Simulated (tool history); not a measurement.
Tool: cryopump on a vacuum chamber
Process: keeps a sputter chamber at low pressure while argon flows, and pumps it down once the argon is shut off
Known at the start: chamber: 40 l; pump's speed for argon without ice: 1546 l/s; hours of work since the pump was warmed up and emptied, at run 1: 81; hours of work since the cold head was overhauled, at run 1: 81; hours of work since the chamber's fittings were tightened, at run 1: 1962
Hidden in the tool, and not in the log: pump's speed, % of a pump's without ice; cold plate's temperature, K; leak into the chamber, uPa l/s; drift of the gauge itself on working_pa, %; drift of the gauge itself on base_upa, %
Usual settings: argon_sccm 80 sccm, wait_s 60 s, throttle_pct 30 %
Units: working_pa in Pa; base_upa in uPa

run   hour  argon_sccm  wait_s  throttle_pct  hours of work since the pump was warmed up and emptied  hours of work since the cold head was overhauled  hours of work since the chamber's fittings were tightened  working_pa  base_upa
  1      0          80      60            30                                                      81                                                81                                                       1962       0.294      1.93
  2   11.2          80      60            30                                                      90                                                90                                                       1971      0.2938       1.9
  3   27.4          80      60            30                                                     104                                               104                                                       1984      0.2925      1.97
  4   44.6          80      60            30                                                     118                                               118                                                       1998      0.2962      1.93
  5   52.8          80      60            27                                                     124                                               124                                                       2005       0.325      1.89
  6   63.4          80      60            27                                                     133                                               133                                                       2014      0.3285      1.94
  7   74.8          80      60            27                                                     143                                               143                                                       2023      0.3289      1.88
  8   89.2          80      60            27                                                     154                                               154                                                       2035      0.3269      1.94
  9  107.7          80      60            30                                                     170                                               170                                                       2050      0.2967      1.99
 10    126          80      80            30                                                     185                                               185                                                       2065       0.296       1.6
 11    145          38      60            30                                                     200                                               200                                                       2081      0.1397       1.9
 12  164.3          38      60            30                                                     216                                               216                                                       2097      0.1421      1.93
 13  178.1          38      60            30                                                     227                                               227                                                       2108      0.1414      1.99
 14  186.3          38      60            22                                                     234                                               234                                                       2115      0.1897      1.96
 15  202.1          38      60            22                                                     247                                               247                                                       2128      0.1912      1.96
 16    214          80      60            35                                                     257                                               257                                                       2138      0.2571      1.91
 17  227.4          80      60            35                                                     268                                               268                                                       2149      0.2557      1.96
 18  242.6          80     133            39                                                     280                                               280                                                       2161      0.2309      1.21
 19  258.6          80     133            39                                                     293                                               293                                                       2174      0.2317      1.25
 20  270.7          80      70            18                                                     303                                               303                                                       2184      0.4972      1.74
 21  282.1          80     216            19                                                     313                                               313                                                       2193       0.468      0.98
 22  298.3         153      60            45                                                     326                                               326                                                       2207      0.3897      1.97
 23  306.6         153      60            45                                                     333                                               333                                                       2214      0.3838      2.04
 24  321.7          91      41            18                                                     345                                               345                                                       2226      0.5617      2.62
 25  331.2          91      41            18                                                     353                                               353                                                       2234      0.5624      2.67
 26  348.1          91      41            18                                                     367                                               367                                                       2248      0.5637      2.67
 27  358.8         157     113            20                                                     376                                               376                                                       2256      0.8759      1.38
 28  376.6         157     113            20                                                     390                                               390                                                       2271      0.8729      1.37
 29    385          80      41            30                                                     397                                               397                                                       2278      0.3014       2.7
 30  402.9          33     277            32                                                     412                                               412                                                       2293      0.1174      0.94
 31  421.3         114     176            57                                                     427                                               427                                                       2308       0.234      1.12
 32  436.2         114     176            57                                                     439                                               439                                                       2320      0.2328      1.14
 33  446.8          80     196            30                                                     448                                               448                                                       2329      0.3023      1.08
 34  459.8          80     196            30                                                     459                                               459                                                       2339      0.3025       1.1

Hidden state or all else? Some run-to-run changes of working_pa, split into what the settings, what came in and random variation would give without the hidden state, and what is left for the hidden state (with any gauge scatter that isn't in both results):
Run 19 -> 20: wait_s 133 -> 70, throttle_pct 39 -> 18. working_pa +0.2655 Pa: hidden state +0.0003, all else +0.2652.
Run 26 -> 27: argon_sccm 91 -> 157, wait_s 41 -> 113, throttle_pct 18 -> 20. working_pa +0.3122 Pa: hidden state +0.0076, all else +0.3046.
Run 28 -> 29: argon_sccm 157 -> 80, wait_s 113 -> 41, throttle_pct 20 -> 30. working_pa -0.5715 Pa: hidden state -0.0087, all else -0.5628.
Run 30 -> 31: argon_sccm 33 -> 114, wait_s 277 -> 176, throttle_pct 32 -> 57. working_pa +0.1166 Pa: hidden state +0.0106, all else +0.106.
